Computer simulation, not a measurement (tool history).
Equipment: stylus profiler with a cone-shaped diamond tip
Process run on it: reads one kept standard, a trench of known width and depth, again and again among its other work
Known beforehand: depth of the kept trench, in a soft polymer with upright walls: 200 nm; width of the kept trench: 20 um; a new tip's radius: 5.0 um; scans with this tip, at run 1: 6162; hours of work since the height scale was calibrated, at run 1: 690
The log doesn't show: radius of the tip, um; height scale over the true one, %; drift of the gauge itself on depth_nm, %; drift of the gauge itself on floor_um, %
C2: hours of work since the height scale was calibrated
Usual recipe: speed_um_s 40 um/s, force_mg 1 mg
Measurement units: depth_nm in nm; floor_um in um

{"run": 1, "day": 0.0, "speed_um_s": 40, "force_mg": 1, "scans with this tip": 6162, "C2": 690, "depth_nm": 200.77, "floor_um": 16.51}
{"run": 2, "day": 1.383, "speed_um_s": 40, "force_mg": 1, "scans with this tip": 6381, "C2": 714, "depth_nm": 200.81, "floor_um": 16.54}
{"run": 3, "day": 3.375, "speed_um_s": 40, "force_mg": 1, "scans with this tip": 6697, "C2": 750, "depth_nm": 200.8, "floor_um": 16.44}
{"run": 4, "day": 4.358, "speed_um_s": 40, "force_mg": 1, "scans with this tip": 6853, "C2": 767, "depth_nm": 200.77, "floor_um": 16.43}
{"run": 5, "day": 6.05, "speed_um_s": 40, "force_mg": 0.96, "scans with this tip": 7120, "C2": 797, "depth_nm": 200.76, "floor_um": 16.43}
{"run": 6, "day": 7.958, "speed_um_s": 87, "force_mg": 0.96, "scans with this tip": 7422, "C2": 831, "depth_nm": 200.69, "floor_um": 16.09}
{"run": 7, "day": 9.946, "speed_um_s": 87, "force_mg": 0.96, "scans with this tip": 7737, "C2": 866, "depth_nm": 200.61, "floor_um": 16.07}
{"run": 8, "day": 10.925, "speed_um_s": 87, "force_mg": 0.96, "scans with this tip": 7893, "C2": 883, "depth_nm": 200.8, "floor_um": 16.1}
{"run": 9, "day": 12.275, "speed_um_s": 87, "force_mg": 0.96, "scans with this tip": 8106, "C2": 907, "depth_nm": 200.71, "floor_um": 16.1}
{"run": 10, "day": 14.162, "speed_um_s": 87, "force_mg": 0.96, "scans with this tip": 8405, "C2": 941, "depth_nm": 200.49, "floor_um": 16.11}
{"run": 11, "day": 15.975, "speed_um_s": 72, "force_mg": 1, "scans with this tip": 8692, "C2": 973, "depth_nm": 200.64, "floor_um": 16.15}
{"run": 12, "day": 17.446, "speed_um_s": 72, "force_mg": 1, "scans with this tip": 8925, "C2": 999, "depth_nm": 200.62, "floor_um": 16.16}
{"run": 13, "day": 19.271, "speed_um_s": 40, "force_mg": 1, "scans with this tip": 9214, "C2": 1031, "depth_nm": 200.64, "floor_um": 16.29}
{"run": 14, "day": 21.196, "speed_um_s": 40, "force_mg": 1, "scans with this tip": 9519, "C2": 1065, "depth_nm": 200.46, "floor_um": 16.25}
{"run": 15, "day": 23.012, "speed_um_s": 40, "force_mg": 1, "scans with this tip": 9806, "C2": 1098, "depth_nm": 200.44, "floor_um": 16.3}
{"run": 16, "day": 24.208, "speed_um_s": 40, "force_mg": 1, "scans with this tip": 9996, "C2": 1119, "depth_nm": 200.68, "floor_um": 16.22}
{"run": 17, "day": 25.671, "speed_um_s": 40, "force_mg": 1, "scans with this tip": 10227, "C2": 1145, "depth_nm": 200.65, "floor_um": 16.25}
{"run": 18, "day": 27.608, "speed_um_s": 40, "force_mg": 0.37, "scans with this tip": 10534, "C2": 1179, "depth_nm": 199.88, "floor_um": 16.07}
{"run": 19, "day": 29.525, "speed_um_s": 58, "force_mg": 1, "scans with this tip": 10838, "C2": 1213, "depth_nm": 200.63, "floor_um": 15.98}
{"run": 20, "day": 30.65, "speed_um_s": 31, "force_mg": 1, "scans with this tip": 11016, "C2": 1233, "depth_nm": 200.46, "floor_um": 16.2}
{"run": 21, "day": 32.054, "speed_um_s": 40, "force_mg": 1, "scans with this tip": 11239, "C2": 1258, "depth_nm": 200.48, "floor_um": 16.15}
{"run": 22, "day": 33.296, "speed_um_s": 40, "force_mg": 1.78, "scans with this tip": 11435, "C2": 1280, "depth_nm": 200.94, "floor_um": 16.18}
{"day": 34.838, "done": "height scale calibrated on a step standard"}
{"run": 23, "day": 35.054, "speed_um_s": 40, "force_mg": 1.78, "scans with this tip": 11710, "C2": 4, "depth_nm": 201.62, "floor_um": 16.18}
{"run": 24, "day": 36.242, "speed_um_s": 19, "force_mg": 0.51, "scans with this tip": 11898, "C2": 25, "depth_nm": 200.75, "floor_um": 16.22}
{"run": 25, "day": 38.496, "speed_um_s": 19, "force_mg": 0.51, "scans with this tip": 12255, "C2": 65, "depth_nm": 200.68, "floor_um": 16.16}
{"run": 26, "day": 40.504, "speed_um_s": 19, "force_mg": 0.51, "scans with this tip": 12573, "C2": 100, "depth_nm": 200.64, "floor_um": 16.11}
{"run": 27, "day": 42.742, "speed_um_s": 19, "force_mg": 0.51, "scans with this tip": 12928, "C2": 140, "depth_nm": 200.6, "floor_um": 16.05}
{"run": 28, "day": 44.533, "speed_um_s": 27, "force_mg": 0.86, "scans with this tip": 13211, "C2": 172, "depth_nm": 200.93, "floor_um": 16.08}
{"run": 29, "day": 46.854, "speed_um_s": 40, "force_mg": 1.22, "scans with this tip": 13579, "C2": 213, "depth_nm": 201.18, "floor_um": 16.01}
{"run": 30, "day": 48.912, "speed_um_s": 100, "force_mg": 1.23, "scans with this tip": 13905, "C2": 249, "depth_nm": 201.27, "floor_um": 15.67}
{"run": 31, "day": 51.104, "speed_um_s": 33, "force_mg": 0.47, "scans with this tip": 14252, "C2": 288, "depth_nm": 200.49, "floor_um": 15.9}
{"run": 32, "day": 52.867, "speed_um_s": 36, "force_mg": 0.35, "scans with this tip": 14531, "C2": 320, "depth_nm": 200.45, "floor_um": 15.83}
{"run": 33, "day": 55.017, "speed_um_s": 62, "force_mg": 1.36, "scans with this tip": 14871, "C2": 358, "depth_nm": 201.13, "floor_um": 15.84}
{"run": 34, "day": 56.262, "speed_um_s": 25, "force_mg": 1.62, "scans with this tip": 15069, "C2": 380, "depth_nm": 201.41, "floor_um": 16.01}
{"run": 35, "day": 58.0, "speed_um_s": 15, "force_mg": 0.36, "scans with this tip": 15344, "C2": 411, "depth_nm": 200.33, "floor_um": 15.94}
{"run": 36, "day": 59.971, "speed_um_s": 15, "force_mg": 0.36, "scans with this tip": 15656, "C2": 445, "depth_nm": 200.3, "floor_um": 16}
{"run": 37, "day": 61.183, "speed_um_s": 11, "force_mg": 0.37, "scans with this tip": 15848, "C2": 467, "depth_nm": 200.36, "floor_um": 16}
{"run": 38, "day": 63.429, "speed_um_s": 16, "force_mg": 2.6, "scans with this tip": 16203, "C2": 507, "depth_nm": 201.84, "floor_um": 15.99}
{"run": 39, "day": 65.054, "speed_um_s": 44, "force_mg": 2.33, "scans with this tip": 16461, "C2": 536, "depth_nm": 201.65, "floor_um": 15.85}
{"run": 40, "day": 66.467, "speed_um_s": 25, "force_mg": 1.35, "scans with this tip": 16684, "C2": 561, "depth_nm": 201.26, "floor_um": 15.94}
{"run": 41, "day": 67.542, "speed_um_s": 75, "force_mg": 1, "scans with this tip": 16855, "C2": 580, "depth_nm": 200.85, "floor_um": 15.62}
{"run": 42, "day": 69.629, "speed_um_s": 13, "force_mg": 1.16, "scans with this tip": 17186, "C2": 617, "depth_nm": 201.01, "floor_um": 15.96}
{"run": 43, "day": 71.083, "speed_um_s": 13, "force_mg": 1.16, "scans with this tip": 17416, "C2": 642, "depth_nm": 200.85, "floor_um": 15.9}
{"run": 44, "day": 72.8, "speed_um_s": 121, "force_mg": 1, "scans with this tip": 17688, "C2": 673, "depth_nm": 200.75, "floor_um": 15.34}
{"run": 45, "day": 74.846, "speed_um_s": 32, "force_mg": 0.85, "scans with this tip": 18012, "C2": 709, "depth_nm": 200.8, "floor_um": 15.74}

Below, some changes in depth_nm between adjacent runs. For each, the amount present without the hidden state too (settings, incoming material, random variation) and the amount remaining for the hidden state with gauge scatter not shared by both compared results:
Run 18 -> 19: speed_um_s 40 -> 58, force_mg 0.37 -> 1. depth_nm +0.75 nm: hidden state -0.03, all else +0.78.
Run 22 -> 23: height scale calibrated on a step standard. depth_nm +0.68 nm: hidden state +0.64, all else +0.04.
Run 23 -> 24: speed_um_s 40 -> 19, force_mg 1.78 -> 0.51. depth_nm -0.87 nm: hidden state -0.01, all else -0.86.
Run 34 -> 35: speed_um_s 25 -> 15, force_mg 1.62 -> 0.36. depth_nm -1.08 nm: hidden state -0.02, all else -1.06.
Run 37 -> 38: speed_um_s 11 -> 16, force_mg 0.37 -> 2.6. depth_nm +1.48 nm: hidden state -0.03, all else +1.51.
